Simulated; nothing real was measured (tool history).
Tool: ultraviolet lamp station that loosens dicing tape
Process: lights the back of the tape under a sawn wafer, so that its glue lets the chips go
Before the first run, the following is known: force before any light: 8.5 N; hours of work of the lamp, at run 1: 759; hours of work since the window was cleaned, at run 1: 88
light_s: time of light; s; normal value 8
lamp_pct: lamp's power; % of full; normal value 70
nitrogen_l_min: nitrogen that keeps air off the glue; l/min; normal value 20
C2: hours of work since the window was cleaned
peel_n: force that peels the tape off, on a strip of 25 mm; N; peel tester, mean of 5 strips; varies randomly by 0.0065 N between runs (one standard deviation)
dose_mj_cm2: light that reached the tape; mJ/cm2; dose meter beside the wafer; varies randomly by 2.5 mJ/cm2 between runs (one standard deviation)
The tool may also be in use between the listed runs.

run 1 hour=0 | light_s=8 lamp_pct=70 nitrogen_l_min=20 | hours_of_work_of_the_lamp=759 C2=88 | peel_n=0.305 dose_mj_cm2=260
run 2 hour=27.7 | light_s=5 lamp_pct=70 nitrogen_l_min=20 | hours_of_work_of_the_lamp=778 C2=106 | peel_n=1.039 dose_mj_cm2=159
run 3 hour=56 | light_s=5 lamp_pct=70 nitrogen_l_min=20 | hours_of_work_of_the_lamp=797 C2=126 | peel_n=1.044 dose_mj_cm2=155
run 4 hour=71.3 | light_s=5 lamp_pct=70 nitrogen_l_min=20 | hours_of_work_of_the_lamp=808 C2=136 | peel_n=1.024 dose_mj_cm2=154
run 5 hour=88.5 | light_s=5 lamp_pct=70 nitrogen_l_min=20 | hours_of_work_of_the_lamp=819 C2=148 | peel_n=1.089 dose_mj_cm2=154
run 6 hour=106.1 | light_s=5 lamp_pct=70 nitrogen_l_min=20 | hours_of_work_of_the_lamp=831 C2=160 | peel_n=1.052 dose_mj_cm2=154
run 7 hour=121.9 | light_s=5 lamp_pct=70 nitrogen_l_min=20 | hours_of_work_of_the_lamp=842 C2=171 | peel_n=1.1 dose_mj_cm2=152
run 8 hour=137.8 | light_s=8 lamp_pct=70 nitrogen_l_min=10 | hours_of_work_of_the_lamp=853 C2=181 | peel_n=0.709 dose_mj_cm2=247
run 9 hour=162.4 | light_s=8 lamp_pct=70 nitrogen_l_min=10 | hours_of_work_of_the_lamp=869 C2=198 | peel_n=0.707 dose_mj_cm2=237
run 10 hour=185.8 | light_s=8 lamp_pct=70 nitrogen_l_min=17 | hours_of_work_of_the_lamp=885 C2=214 | peel_n=0.446 dose_mj_cm2=238
run 11 hour=205.1 | light_s=8 lamp_pct=70 nitrogen_l_min=17 | hours_of_work_of_the_lamp=899 C2=227 | peel_n=0.457 dose_mj_cm2=237
run 12 hour=231.7 | light_s=8 lamp_pct=70 nitrogen_l_min=20 | hours_of_work_of_the_lamp=917 C2=245 | peel_n=0.41 dose_mj_cm2=233
-- hour=234.8 window cleaned of glue's vapour
run 13 hour=260.3 | light_s=8 lamp_pct=70 nitrogen_l_min=20 | hours_of_work_of_the_lamp=936 C2=17 | peel_n=0.445 dose_mj_cm2=226
run 14 hour=282.5 | light_s=8 lamp_pct=70 nitrogen_l_min=20 | hours_of_work_of_the_lamp=951 C2=32 | peel_n=0.465 dose_mj_cm2=226
run 15 hour=304.6 | light_s=8 lamp_pct=70 nitrogen_l_min=20 | hours_of_work_of_the_lamp=966 C2=48 | peel_n=0.459 dose_mj_cm2=227
run 16 hour=326 | light_s=8 lamp_pct=70 nitrogen_l_min=20 | hours_of_work_of_the_lamp=981 C2=62 | peel_n=0.474 dose_mj_cm2=221
run 17 hour=344.9 | light_s=8 lamp_pct=70 nitrogen_l_min=26 | hours_of_work_of_the_lamp=993 C2=75 | peel_n=0.366 dose_mj_cm2=221
-- hour=363 window cleaned of glue's vapour, once more
run 18 hour=373.7 | light_s=8 lamp_pct=70 nitrogen_l_min=26 | hours_of_work_of_the_lamp=1013 C2=7 | peel_n=0.263 dose_mj_cm2=249
run 19 hour=396.3 | light_s=6 lamp_pct=72 nitrogen_l_min=17 | hours_of_work_of_the_lamp=1028 C2=23 | peel_n=0.747 dose_mj_cm2=194
run 20 hour=413.1 | light_s=8 lamp_pct=73 nitrogen_l_min=12 | hours_of_work_of_the_lamp=1039 C2=34 | peel_n=0.531 dose_mj_cm2=258
run 21 hour=432.4 | light_s=5 lamp_pct=61 nitrogen_l_min=24 | hours_of_work_of_the_lamp=1053 C2=47 | peel_n=1.246 dose_mj_cm2=133
run 22 hour=456.6 | light_s=4 lamp_pct=85 nitrogen_l_min=23 | hours_of_work_of_the_lamp=1069 C2=64 | peel_n=1.079 dose_mj_cm2=148
run 23 hour=480.4 | light_s=6 lamp_pct=63 nitrogen_l_min=20 | hours_of_work_of_the_lamp=1085 C2=80 | peel_n=0.925 dose_mj_cm2=162
run 24 hour=502.1 | light_s=11 lamp_pct=80 nitrogen_l_min=21 | hours_of_work_of_the_lamp=1100 C2=95 | peel_n=0.116 dose_mj_cm2=374
run 25 hour=521.7 | light_s=11 lamp_pct=80 nitrogen_l_min=21 | hours_of_work_of_the_lamp=1113 C2=108 | peel_n=0.113 dose_mj_cm2=371
run 26 hour=539.8 | light_s=11 lamp_pct=80 nitrogen_l_min=21 | hours_of_work_of_the_lamp=1126 C2=120 | peel_n=0.117 dose_mj_cm2=374
run 27 hour=560.6 | light_s=11 lamp_pct=80 nitrogen_l_min=21 | hours_of_work_of_the_lamp=1140 C2=134 | peel_n=0.128 dose_mj_cm2=374
run 28 hour=578.2 | light_s=6 lamp_pct=96 nitrogen_l_min=21 | hours_of_work_of_the_lamp=1152 C2=147 | peel_n=0.359 dose_mj_cm2=239
run 29 hour=598.1 | light_s=6 lamp_pct=96 nitrogen_l_min=21 | hours_of_work_of_the_lamp=1165 C2=160 | peel_n=0.372 dose_mj_cm2=239
run 30 hour=618.9 | light_s=9 lamp_pct=69 nitrogen_l_min=21 | hours_of_work_of_the_lamp=1180 C2=174 | peel_n=0.318 dose_mj_cm2=258
run 31 hour=632.6 | light_s=4 lamp_pct=91 nitrogen_l_min=38 | hours_of_work_of_the_lamp=1189 C2=184 | peel_n=0.777 dose_mj_cm2=146
run 32 hour=650.6 | light_s=4 lamp_pct=91 nitrogen_l_min=38 | hours_of_work_of_the_lamp=1201 C2=196 | peel_n=0.777 dose_mj_cm2=148
run 33 hour=666.4 | light_s=8 lamp_pct=70 nitrogen_l_min=15 | hours_of_work_of_the_lamp=1212 C2=207 | peel_n=0.581 dose_mj_cm2=226

Hidden state at the last listed run before each entry between runs and at the first one after, where it differs:
From run 12 to run 13: window cleaned of glue's vapour (hour 234.8)
  lamp's light, % of a new lamp's: 85.4 -> 85.1; light that the window lets through, % of a clean one's: 92 -> 88.8
  the result without the hidden state subtracted from the measured one, peel_n: +0.197 -> +0.238 N; dose_mj_cm2: -64 -> -73 mJ/cm2
From run 17 to run 18: window cleaned of glue's vapour, once more (hour 363)
  lamp's light, % of a new lamp's: 84.3 -> 84; light that the window lets through, % of a clean one's: 86.9 -> 99.6
  the result without the hidden state subtracted from the measured one, peel_n: +0.214 -> +0.1 N; dose_mj_cm2: -80 -> -49 mJ/cm2

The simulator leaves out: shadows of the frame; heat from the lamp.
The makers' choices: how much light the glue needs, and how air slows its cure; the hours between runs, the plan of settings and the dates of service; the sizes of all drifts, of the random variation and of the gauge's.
